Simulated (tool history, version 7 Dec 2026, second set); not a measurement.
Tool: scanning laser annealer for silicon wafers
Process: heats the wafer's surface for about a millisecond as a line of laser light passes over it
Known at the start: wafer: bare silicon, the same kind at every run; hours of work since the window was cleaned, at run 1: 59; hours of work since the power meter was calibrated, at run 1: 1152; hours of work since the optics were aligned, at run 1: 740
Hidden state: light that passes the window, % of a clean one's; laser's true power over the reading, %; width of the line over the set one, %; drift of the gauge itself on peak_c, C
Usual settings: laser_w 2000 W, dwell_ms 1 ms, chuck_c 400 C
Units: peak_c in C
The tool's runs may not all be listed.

run    hour  laser_w  dwell_ms  chuck_c  hours of work since the window was cleaned  hours of work since the power meter was calibrated  hours of work since the optics were aligned  peak_c
  1       0     2000         1      400                                          59                                                1152                                          740    1202
  2    35.5     2136         1      400                                          77                                                1170                                          758    1262
  3    84.1     2136         1      400                                         102                                                1194                                          782    1263
  4   138.9     2136         1      400                                         130                                                1222                                          810    1261
  5     211     2136         1      400                                         166                                                1259                                          847    1264
  6   278.9     2000         1      400                                         201                                                1293                                          881    1206
  7   340.6     2000         1      400                                         232                                                1324                                          912    1205
  8   383.5     2000         1      400                                         254                                                1346                                          934    1202
  9   433.2     2000         1      383                                         279                                                1371                                          959    1187
 10   496.3     2000         1      400                                         311                                                1403                                          991    1201
 11   564.1     2000         1      400                                         345                                                1437                                         1026    1202
 12   621.4     2000      0.87      400                                         374                                                1467                                         1055    1148
 13   650.7     1807      0.87      400                                         389                                                1481                                         1069    1069
 14     703     1807      0.87      400                                         416                                                1508                                         1096    1068
 15   751.5     1807      0.87      400                                         440                                                1532                                         1120    1069
        804  -- window over the wafer cleaned
        809  -- optics aligned, line set to its width
 16   826.1     1854      0.87      400                                           9                                                1567                                            9    1091
 17   878.7     1854      0.87      400                                          35                                                1593                                           35    1087
 18   917.6     2000         1      400                                          55                                                1613                                           55    1202
 19   987.1     2000         1      400                                          90                                                1648                                           90    1203
 20  1026.8     2000         1      400                                         110                                                1668                                          110    1207
 21  1073.2     2000         1      392                                         134                                                1692                                          134    1202
 22  1132.4     2000         1      392                                         164                                                1722                                          164    1196
 23  1183.7     2000      1.14      400                                         190                                                1748                                          190    1260
 24  1243.5     1997      0.85      436                                         220                                                1778                                          220    1174
 25  1296.9     1849      1.24      410                                         247                                                1805                                          247    1234
 26  1330.3     1849      1.24      410                                         264                                                1822                                          264    1230
 27  1364.5     1849      1.24      410                                         282                                                1840                                          282    1232
 28  1409.2     2000      1.09      405                                         304                                                1862                                          304    1244
 29  1454.2     2076         1      381                                         327                                                1885                                          327    1217
 30  1521.3     1985      0.95      434                                         361                                                1919                                          361    1210
 31  1554.3     1716      0.72      414                                         378                                                1936                                          378     987
 32  1626.2     1716      0.72      414                                         414                                                1972                                          414     989
 33  1663.3     1716      0.72      414                                         433                                                1991                                          433     992
 34  1705.1     1716      0.72      414                                         454                                                2012                                          454     988
     1731.1  -- window over the wafer cleaned
 35  1776.5     2000         1      370                                          23                                                2047                                          489    1174
 36  1822.1     1857      1.05      376                                          46                                                2070                                          512    1135
 37  1876.2     2063       0.7      368                                          74                                                2098                                          540    1061
 38  1919.4     2063      0.82      368                                          95                                                2120                                          562    1117
 39  1953.2     2063      0.82      368                                         113                                                2137                                          579    1120
 40  2022.6     2195      0.72      368                                         148                                                2172                                          614    1119
 41  2068.1     2195      0.72      368                                         171                                                2195                                          637    1120

Forecast each of these 4 alternatives for the next run:
  A  2130.2     1713         1      400                                         202                                                2227                                          669       ?
  B  2130.2     2181      1.23      432                                         202                                                2227                                          669       ?
  C  2130.2     2000      0.84      436                                         202                                                2227                                          669       ?
  D  2130.2     2110         1      400                                         202                                                2227                                          669       ?

run  peak_c
  A    1078
  B    1416
  C    1168
  D    1254
Without the tool's hidden state the same runs would have given:
run  peak_c
  A    1078
  B    1416
  C    1168
  D    1254
